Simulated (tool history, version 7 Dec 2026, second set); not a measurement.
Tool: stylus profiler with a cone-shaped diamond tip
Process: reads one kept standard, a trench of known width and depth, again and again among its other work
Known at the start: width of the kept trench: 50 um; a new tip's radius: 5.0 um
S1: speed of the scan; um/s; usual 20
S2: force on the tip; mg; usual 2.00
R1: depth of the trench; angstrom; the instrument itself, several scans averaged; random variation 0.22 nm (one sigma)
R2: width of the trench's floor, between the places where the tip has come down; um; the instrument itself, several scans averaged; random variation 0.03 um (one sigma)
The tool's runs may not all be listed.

| run | hour | S1 | S2 | R1 | R2 |
|---|---|---|---|---|---|
| 1 | 0.0 | 20 | 2.00 | 10066.8 | 43.82 |
| 2 | 14.2 | 20 | 2.00 | 10073.2 | 43.80 |
| 3 | 27.8 | 20 | 2.00 | 10068.8 | 43.82 |
| 4 | 49.4 | 9 | 2.00 | 10069.0 | 43.81 |
| 5 | 73.7 | 20 | 2.00 | 10065.8 | 43.70 |
| 6 | 86.1 | 20 | 2.00 | 10070.7 | 43.65 |
| 7 | 112.9 | 7 | 2.00 | 10066.7 | 43.71 |
| 8 | 129.7 | 20 | 0.89 | 10036.2 | 43.48 |
| 9 | 148.4 | 20 | 0.89 | 10034.1 | 43.53 |
| 10 | 159.7 | 20 | 0.89 | 10034.3 | 43.53 |
| 11 | 187.4 | 20 | 0.89 | 10030.3 | 43.42 |
| 12 | 213.6 | 20 | 0.89 | 10032.5 | 43.41 |
| 13 | 240.7 | 20 | 2.00 | 10061.2 | 43.44 |
| 14 | 258.8 | 20 | 2.00 | 10063.3 | 43.42 |
| 15 | 279.7 | 38 | 2.00 | 10066.5 | 43.26 |
| 16 | 299.5 | 38 | 2.00 | 10056.5 | 43.17 |
| 17 | 312.5 | 38 | 2.00 | 10060.9 | 43.20 |
| 18 | 329.0 | 38 | 2.00 | 10059.2 | 43.19 |
| 19 | 350.8 | 38 | 2.00 | 10063.3 | 43.16 |
| 20 | 364.7 | 38 | 2.00 | 10056.6 | 43.21 |
| 21 | 391.6 | 38 | 2.00 | 10053.0 | 43.07 |
| 22 | 412.3 | 38 | 2.00 | 10055.2 | 43.05 |
| 23 | 425.5 | 38 | 2.00 | 10060.9 | 43.02 |
| 24 | 448.4 | 38 | 2.00 | 10056.1 | 43.03 |
| 25 | 471.3 | 11 | 0.70 | 10009.2 | 43.12 |
| 26 | 484.9 | 9 | 4.61 | 10112.8 | 43.17 |
| 27 | 501.8 | 40 | 4.38 | 10106.6 | 43.00 |
|  | 503.5 | height scale calibrated on a step standard |
| 28 | 516.0 | 24 | 1.91 | 10045.1 | 43.07 |
| 29 | 541.4 | 74 | 1.48 | 10037.8 | 42.55 |
| 30 | 569.4 | 42 | 4.59 | 10104.8 | 42.93 |
| 31 | 589.9 | 18 | 1.14 | 10022.6 | 42.95 |
| 32 | 602.0 | 60 | 2.35 | 10054.6 | 42.69 |
| 33 | 627.3 | 18 | 0.76 | 10006.2 | 42.83 |
| 34 | 646.3 | 18 | 0.76 | 10007.1 | 42.77 |
|  | 659.7 | height scale calibrated on a step standard, once more |
| 35 | 669.5 | 18 | 0.76 | 10037.5 | 42.80 |
| 36 | 682.1 | 18 | 1.01 | 10044.6 | 42.77 |
| 37 | 699.9 | 9 | 3.21 | 10108.1 | 42.86 |
| 38 | 723.3 | 9 | 3.21 | 10104.9 | 42.83 |
| 39 | 741.4 | 12 | 1.21 | 10055.5 | 42.69 |
| 40 | 762.1 | 75 | 0.93 | 10045.1 | 42.11 |
| 41 | 785.8 | 75 | 0.93 | 10042.6 | 42.04 |
| 42 | 797.2 | 12 | 3.17 | 10098.2 | 42.71 |
| 43 | 821.9 | 41 | 4.02 | 10115.5 | 42.57 |
| 44 | 835.1 | 31 | 3.24 | 10104.1 | 42.61 |
| 45 | 860.2 | 12 | 0.70 | 10033.9 | 42.59 |

Some steps in R1 between neighbouring runs. How much of each would the tool show without its hidden state too (settings, what came in, random variation), and how much is left for the hidden state, with any gauge scatter that isn't in both results?
The hidden state here: radius of the tip, um; height scale over the true one, %; drift of the gauge itself on depth_nm, %; drift of the gauge itself on floor_um, %.
Run 25 -> 26: S1 11 -> 9, S2 0.70 -> 4.61. R1 +103.6 angstrom: hidden state -0.6, all else +104.2.
Run 27 -> 28: S1 40 -> 24, S2 4.38 -> 1.91, height scale calibrated on a step standard. R1 -61.5 angstrom: hidden state -5.3, all else -56.2.
Run 29 -> 30: S1 74 -> 42, S2 1.48 -> 4.59. R1 +67.0 angstrom: hidden state -1.1, all else +68.1.
Run 30 -> 31: S1 42 -> 18, S2 4.59 -> 1.14. R1 -82.2 angstrom: hidden state -0.5, all else -81.7.
Run 34 -> 35: height scale calibrated on a step standard, once more. R1 +30.4 angstrom: hidden state +32.7, all else -2.3.
Run 44 -> 45: S1 31 -> 12, S2 3.24 -> 0.70. R1 -70.2 angstrom: hidden state -0.9, all else -69.3.

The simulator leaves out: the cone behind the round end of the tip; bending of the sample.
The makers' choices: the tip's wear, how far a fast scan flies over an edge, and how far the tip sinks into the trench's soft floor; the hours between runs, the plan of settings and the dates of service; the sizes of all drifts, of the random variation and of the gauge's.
